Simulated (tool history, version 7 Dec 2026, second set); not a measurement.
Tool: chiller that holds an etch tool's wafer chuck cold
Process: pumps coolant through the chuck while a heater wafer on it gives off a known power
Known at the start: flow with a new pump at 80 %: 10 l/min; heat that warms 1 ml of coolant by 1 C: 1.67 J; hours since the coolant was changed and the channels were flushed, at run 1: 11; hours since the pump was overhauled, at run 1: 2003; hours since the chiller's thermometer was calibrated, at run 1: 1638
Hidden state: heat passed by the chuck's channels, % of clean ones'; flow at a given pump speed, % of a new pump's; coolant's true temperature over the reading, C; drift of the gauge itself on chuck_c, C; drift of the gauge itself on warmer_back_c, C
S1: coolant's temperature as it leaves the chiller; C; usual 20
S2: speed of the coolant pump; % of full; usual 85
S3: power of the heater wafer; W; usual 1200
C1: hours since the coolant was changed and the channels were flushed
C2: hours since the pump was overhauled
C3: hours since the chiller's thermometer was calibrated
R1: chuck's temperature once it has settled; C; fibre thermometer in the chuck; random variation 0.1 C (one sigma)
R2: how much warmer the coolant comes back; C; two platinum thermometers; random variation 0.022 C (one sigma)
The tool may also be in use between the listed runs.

run 1 hour=0.0 | S1=20 S2=85 S3=1200 | C1=11 C2=2003 C3=1638 | R1=27.5 R2=4.09
run 2 hour=55.7 | S1=20 S2=85 S3=1200 | C1=67 C2=2059 C3=1693 | R1=27.4 R2=4.04
run 3 hour=91.0 | S1=20 S2=85 S3=1200 | C1=102 C2=2094 C3=1729 | R1=27.6 R2=4.05
run 4 hour=156.1 | S1=20 S2=85 S3=1200 | C1=168 C2=2160 C3=1794 | R1=27.5 R2=4.05
run 5 hour=220.2 | S1=20 S2=85 S3=1200 | C1=232 C2=2224 C3=1858 | R1=27.7 R2=4.05
run 6 hour=285.9 | S1=20 S2=84 S3=1200 | C1=297 C2=2289 C3=1924 | R1=27.7 R2=4.05
run 7 hour=329.1 | S1=18 S2=85 S3=1200 | C1=340 C2=2333 C3=1967 | R1=25.7 R2=4.03
run 8 hour=369.2 | S1=18 S2=85 S3=1200 | C1=381 C2=2373 C3=2007 | R1=25.7 R2=4.01
run 9 hour=412.0 | S1=18 S2=85 S3=1200 | C1=423 C2=2415 C3=2050 | R1=25.6 R2=4.02
-- hour=429.9 chiller's thermometer calibrated
run 10 hour=462.0 | S1=29 S2=64 S3=681 | C1=472 C2=2464 C3=32 | R1=34.4 R2=2.96
run 11 hour=518.4 | S1=25 S2=92 S3=601 | C1=529 C2=2521 C3=89 | R1=28.7 R2=1.81
run 12 hour=562.7 | S1=20 S2=90 S3=1200 | C1=573 C2=2565 C3=133 | R1=27.0 R2=3.76
run 13 hour=607.2 | S1=20 S2=77 S3=1200 | C1=618 C2=2610 C3=177 | R1=28.2 R2=4.42
run 14 hour=680.4 | S1=26 S2=62 S3=779 | C1=691 C2=2683 C3=251 | R1=32.4 R2=3.54
run 15 hour=720.1 | S1=19 S2=80 S3=1200 | C1=731 C2=2723 C3=290 | R1=27.0 R2=4.22
run 16 hour=787.9 | S1=19 S2=80 S3=1200 | C1=798 C2=2790 C3=358 | R1=26.9 R2=4.23
run 17 hour=826.3 | S1=19 S2=80 S3=1200 | C1=837 C2=2829 C3=396 | R1=26.8 R2=4.21
run 18 hour=858.4 | S1=29 S2=73 S3=1228 | C1=869 C2=2861 C3=429 | R1=37.8 R2=4.72

How the hidden state differs across the entries between the runs, from the last listed run before each to the first after it:
Between runs 9 and 10: chiller's thermometer calibrated (hour 429.9)
  coolant's true temperature over the reading, C: 0.01 -> 0; drift of the gauge itself on warmer_back_c, C: -0.05 -> -0.06
  measured less the result without the state, R2: -0.05 -> -0.06 C
